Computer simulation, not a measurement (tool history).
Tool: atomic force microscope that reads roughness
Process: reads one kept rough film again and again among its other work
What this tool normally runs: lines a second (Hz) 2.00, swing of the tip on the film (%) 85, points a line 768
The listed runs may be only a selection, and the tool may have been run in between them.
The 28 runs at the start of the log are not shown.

| run | day | lines a second (Hz) | swing of the tip on the film (%) | points a line | roughness of the kept film (nm (root mean square)) |
|---|---|---|---|---|---|
| 29 | 37.092 | 0.62 | 74 | 392 | 2.674 |
| 30 | 38.917 | 0.62 | 74 | 392 | 2.671 |
| 31 | 40.167 | 1.45 | 85 | 725 | 2.391 |
| 32 | 40.992 | 0.63 | 62 | 796 | 2.747 |
| 33 | 42.325 | 2.00 | 85 | 369 | 2.245 |
| 34 | 43.333 | 2.00 | 85 | 369 | 2.261 |
| 35 | 44.571 | 2.00 | 85 | 369 | 2.256 |
| 36 | 45.896 | 1.85 | 89 | 268 | 2.208 |
|  | 47.679 | new tip fitted |
| 37 | 47.688 | 1.85 | 89 | 268 | 2.200 |
| 38 | 48.471 | 1.85 | 89 | 268 | 2.216 |
| 39 | 49.317 | 0.95 | 89 | 268 | 2.427 |
| 40 | 50.596 | 2.78 | 85 | 1004 | 2.120 |
| 41 | 52.329 | 3.35 | 85 | 887 | 2.008 |
| 42 | 53.167 | 2.37 | 85 | 768 | 2.206 |
| 43 | 54.721 | 2.37 | 85 | 768 | 2.197 |
| 44 | 56.167 | 0.66 | 85 | 574 | 2.584 |
| 45 | 57.562 | 0.66 | 85 | 574 | 2.598 |
| 46 | 59.238 | 2.66 | 71 | 388 | 2.436 |
|  | 59.762 | new tip fitted |
| 47 | 60.971 | 1.24 | 66 | 382 | 2.645 |
|  | 62.417 | height scale calibrated on a step standard |
| 48 | 62.658 | 2.62 | 73 | 357 | 2.379 |
| 49 | 64.471 | 2.62 | 73 | 692 | 2.404 |
| 50 | 65.842 | 1.03 | 73 | 814 | 2.613 |
| 51 | 67.554 | 3.23 | 73 | 341 | 2.316 |
| 52 | 68.417 | 3.23 | 73 | 341 | 2.321 |
| 53 | 70.138 | 1.99 | 60 | 490 | 2.625 |

Here are 3 independent what-if runs from the current tool condition. What would each one return?
| A | 71.738 | 2.27 | 64 | 651 | ? |
| B | 71.738 | 1.78 | 68 | 768 | ? |
| C | 71.738 | 0.64 | 77 | 768 | ? |

| run | roughness of the kept film (nm (root mean square)) |
|---|---|
| A | 2.568 |
| B | 2.565 |
| C | 2.632 |
The same runs, with their run-to-run variation unchanged, on a tool lacking any hidden condition would have given:
| run | roughness of the kept film (nm (root mean square)) |
|---|---|
| A | 2.576 |
| B | 2.573 |
| C | 2.641 |
